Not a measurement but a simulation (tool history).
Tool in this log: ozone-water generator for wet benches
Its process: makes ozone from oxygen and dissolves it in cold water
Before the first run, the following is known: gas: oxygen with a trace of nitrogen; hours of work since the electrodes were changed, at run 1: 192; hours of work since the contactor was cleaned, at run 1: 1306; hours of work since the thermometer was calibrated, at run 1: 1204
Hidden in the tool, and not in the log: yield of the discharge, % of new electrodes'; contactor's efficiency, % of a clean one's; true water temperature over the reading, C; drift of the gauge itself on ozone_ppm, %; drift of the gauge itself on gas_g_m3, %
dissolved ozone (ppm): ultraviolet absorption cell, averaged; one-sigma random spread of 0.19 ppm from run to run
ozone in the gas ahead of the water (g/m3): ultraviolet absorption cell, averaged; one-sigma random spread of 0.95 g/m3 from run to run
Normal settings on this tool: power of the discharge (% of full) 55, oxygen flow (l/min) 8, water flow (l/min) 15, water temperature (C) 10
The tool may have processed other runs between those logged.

| run | hour | power of the discharge (% of full) | oxygen flow (l/min) | water flow (l/min) | water temperature (C) | hours of work since the electrodes were changed | hours of work since the contactor was cleaned | hours of work since the thermometer was calibrated | dissolved ozone (ppm) | ozone in the gas ahead of the water (g/m3) |
|---|---|---|---|---|---|---|---|---|---|---|
| 1 | 0 | 55 | 8 | 15 | 10 | 192 | 1306 | 1204 | 27.3 | 161.6 |
| 2 | 65.9 | 55 | 8 | 15 | 10 | 245 | 1359 | 1257 | 27.1 | 162.1 |
| 3 | 112.7 | 55 | 8 | 15 | 10 | 283 | 1397 | 1295 | 27.6 | 162.8 |
| 4 | 172.8 | 55 | 8 | 15 | 10 | 332 | 1445 | 1344 | 27 | 162.9 |
| 5 | 236.5 | 55 | 8 | 13 | 10 | 383 | 1497 | 1395 | 30.2 | 161.5 |
| 6 | 292.3 | 55 | 8 | 13 | 10 | 428 | 1542 | 1440 | 30.6 | 162.6 |
| 7 | 342.7 | 55 | 8 | 13 | 10 | 469 | 1583 | 1481 | 30.4 | 163.5 |
| 8 | 391.2 | 55 | 8 | 13 | 10 | 508 | 1622 | 1520 | 30.4 | 161.6 |
| 9 | 468.9 | 55 | 8 | 18 | 10 | 571 | 1685 | 1583 | 24 | 161.3 |
| 10 | 553.1 | 55 | 8 | 15 | 10 | 639 | 1753 | 1651 | 27.3 | 161.5 |
| 11 | 598.5 | 77 | 8 | 15 | 10 | 676 | 1789 | 1688 | 35.2 | 208.9 |
| 12 | 656.6 | 77 | 8 | 15 | 10 | 723 | 1836 | 1735 | 35.1 | 208 |
| 13 | 727.7 | 55 | 8 | 19 | 10 | 780 | 1894 | 1792 | 22.6 | 162.6 |
| 14 | 790.7 | 55 | 8 | 19 | 10 | 831 | 1945 | 1843 | 22.5 | 162.7 |
| 15 | 871.6 | 55 | 8 | 19 | 10 | 896 | 2010 | 1908 | 22.7 | 160.5 |
| 16 | 927.1 | 55 | 8.54 | 19 | 6 | 941 | 2055 | 1953 | 24.2 | 156.7 |
| 17 | 976.6 | 55 | 13.52 | 11 | 6 | 981 | 2095 | 1993 | 34.3 | 127.8 |
| 18 | 1039.2 | 61 | 8 | 15 | 9 | 1032 | 2146 | 2044 | 30.3 | 175.9 |
| 19 | 1081.8 | 61 | 8 | 15 | 9 | 1066 | 2180 | 2078 | 29.8 | 175.2 |
|  | 1092 | contactor cleaned |
| 20 | 1173.2 | 61 | 8 | 19 | 9 | 1137 | 66 | 2149 | 24.9 | 173.5 |
| 21 | 1222.3 | 61 | 8 | 19 | 9 | 1177 | 105 | 2188 | 24.9 | 174.3 |
| 22 | 1308.8 | 55 | 8 | 15 | 17 | 1246 | 175 | 2258 | 24 | 161.9 |
| 23 | 1364 | 55 | 8.56 | 15 | 10 | 1291 | 220 | 2303 | 27.6 | 157 |
| 24 | 1456.8 | 40 | 8 | 17 | 10 | 1366 | 295 | 2378 | 19.7 | 127.9 |

Predict each of these 4 candidate next runs independently; none follows another, all start after run 24:
| A | 1548.8 | 53 | 5.28 | 22 | 10 | 1440 | 369 | 2452 | ? | ? |
| B | 1548.8 | 55 | 8 | 13 | 10 | 1440 | 369 | 2452 | ? | ? |
| C | 1548.8 | 40 | 8 | 15 | 11 | 1440 | 369 | 2452 | ? | ? |
| D | 1548.8 | 40 | 8.47 | 20 | 10 | 1440 | 369 | 2452 | ? | ? |

| run | dissolved ozone (ppm) | ozone in the gas ahead of the water (g/m3) |
|---|---|---|
| A | 18.7 | 190.8 |
| B | 30.4 | 162.6 |
| C | 21.5 | 128.1 |
| D | 16.9 | 124.4 |
With the hidden condition removed and each run's random variation left untouched, the same runs would have given:
| run | dissolved ozone (ppm) | ozone in the gas ahead of the water (g/m3) |
|---|---|---|
| A | 18.7 | 190.8 |
| B | 30.4 | 162.6 |
| C | 21.5 | 128.1 |
| D | 16.9 | 124.4 |
